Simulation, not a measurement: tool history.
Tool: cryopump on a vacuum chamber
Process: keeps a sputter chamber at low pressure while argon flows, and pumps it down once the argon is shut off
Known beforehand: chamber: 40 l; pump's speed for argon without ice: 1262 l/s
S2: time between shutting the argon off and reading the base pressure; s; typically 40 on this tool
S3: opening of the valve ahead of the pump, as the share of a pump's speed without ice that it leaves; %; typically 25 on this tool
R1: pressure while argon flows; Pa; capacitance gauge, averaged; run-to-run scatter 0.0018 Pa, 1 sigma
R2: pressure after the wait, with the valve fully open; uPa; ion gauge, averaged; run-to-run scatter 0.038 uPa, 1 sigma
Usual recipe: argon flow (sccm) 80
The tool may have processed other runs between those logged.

Run 1, day 0.000: usual settings. Result: R1 0.4402 Pa, R2 3.15 uPa.
At day 0.267: leaking fittings of the chamber tightened, without venting.
Run 2, day 1.667: usual settings. Result: R1 0.4396 Pa, R2 2.18 uPa.
Run 3, day 2.617: usual settings. Result: R1 0.4412 Pa, R2 2.17 uPa.
Run 4, day 3.475: usual settings. Result: R1 0.4420 Pa, R2 2.25 uPa.
Run 5, day 5.183: usual settings. Result: R1 0.4404 Pa, R2 2.20 uPa.
Run 6, day 6.662: usual settings. Result: R1 0.4426 Pa, R2 2.30 uPa.
Run 7, day 8.008: usual settings. Result: R1 0.4413 Pa, R2 2.33 uPa.
Run 8, day 8.946: usual settings. Result: R1 0.4413 Pa, R2 2.36 uPa.
Run 9, day 9.796: usual settings. Result: R1 0.4440 Pa, R2 2.28 uPa.
Run 10, day 10.912: usual settings. Result: R1 0.4436 Pa, R2 2.35 uPa.
Run 11, day 12.112: usual settings. Result: R1 0.4472 Pa, R2 2.35 uPa.
Run 12, day 14.054: usual settings but S3 28 %. Result: R1 0.3977 Pa, R2 2.36 uPa.
Run 13, day 14.979: usual settings but S3 28 %. Result: R1 0.4004 Pa, R2 2.42 uPa.
Run 14, day 16.512: usual settings but S3 28 %. Result: R1 0.3992 Pa, R2 2.36 uPa.
Run 15, day 17.579: usual settings but S3 28 %. Result: R1 0.4032 Pa, R2 2.40 uPa.
Run 16, day 18.658: usual settings. Result: R1 0.4483 Pa, R2 2.44 uPa.
Run 17, day 20.562: usual settings. Result: R1 0.4465 Pa, R2 2.44 uPa.
At day 21.012: pump warmed up, emptied and cooled again.
Run 18, day 21.621: usual settings. Result: R1 0.4292 Pa, R2 2.40 uPa.
Run 19, day 23.129: usual settings but argon flow (sccm) 46, S2 76 s, S3 44 %. Result: R1 0.1419 Pa, R2 1.53 uPa.
Run 20, day 25.017: usual settings but argon flow (sccm) 117, S2 76 s, S3 38 %. Result: R1 0.4158 Pa, R2 1.58 uPa.
Run 21, day 26.379: usual settings but argon flow (sccm) 117, S2 76 s, S3 38 %. Result: R1 0.4182 Pa, R2 1.64 uPa.
Run 22, day 28.112: usual settings but argon flow (sccm) 117, S2 76 s, S3 38 %. Result: R1 0.4200 Pa, R2 1.61 uPa.
Run 23, day 29.071: usual settings but argon flow (sccm) 117, S2 76 s, S3 38 %. Result: R1 0.4240 Pa, R2 1.62 uPa.
Run 24, day 31.071: usual settings but S2 54 s. Result: R1 0.4356 Pa, R2 2.04 uPa.
Run 25, day 32.733: usual settings but S2 54 s. Result: R1 0.4358 Pa, R2 2.12 uPa.
Run 26, day 34.746: usual settings but S3 18 %. Result: R1 0.6039 Pa, R2 2.61 uPa.
Run 27, day 36.592: usual settings but S2 26 s, S3 22 %. Result: R1 0.4956 Pa, R2 3.56 uPa.
Run 28, day 37.975: usual settings but S2 26 s, S3 22 %. Result: R1 0.4950 Pa, R2 3.71 uPa.
Run 29, day 39.579: usual settings but argon flow (sccm) 55, S2 223 s, S3 26 %. Result: R1 0.2917 Pa, R2 1.11 uPa.
Run 30, day 41.275: usual settings but argon flow (sccm) 64, S2 52 s, S3 16 %. Result: R1 0.5434 Pa, R2 2.37 uPa.
Run 31, day 42.975: usual settings but argon flow (sccm) 58, S2 23 s, S3 37 %. Result: R1 0.2170 Pa, R2 4.20 uPa.
Run 32, day 44.608: usual settings but argon flow (sccm) 135, S2 35 s, S3 44 %. Result: R1 0.4293 Pa, R2 3.11 uPa.
Run 33, day 46.429: usual settings but argon flow (sccm) 135, S2 35 s, S3 44 %. Result: R1 0.4305 Pa, R2 3.05 uPa.

4 options for the next run, each taken on its own from the tool as it stands now. Forecast them:
Run A, day 48.292: usual settings but argon flow (sccm) 63. Result: R1 ?, R2 ?.
Run B, day 48.292: usual settings but argon flow (sccm) 112, S2 32 s, S3 19 %. Result: R1 ?, R2 ?.
Run C, day 48.292: usual settings but argon flow (sccm) 33, S3 24 %. Result: R1 ?, R2 ?.
Run D, day 48.292: usual settings but S2 76 s. Result: R1 ?, R2 ?.

run      R1    R2
  A  0.3483  2.87
  B  0.8048  3.26
  C  0.1884  2.85
  D  0.4432  1.94
Without the tool's hidden state the same runs would have given:
run      R1    R2
  A  0.3379  2.17
  B  0.7864  2.57
  C  0.1830  2.15
  D  0.4299  1.24

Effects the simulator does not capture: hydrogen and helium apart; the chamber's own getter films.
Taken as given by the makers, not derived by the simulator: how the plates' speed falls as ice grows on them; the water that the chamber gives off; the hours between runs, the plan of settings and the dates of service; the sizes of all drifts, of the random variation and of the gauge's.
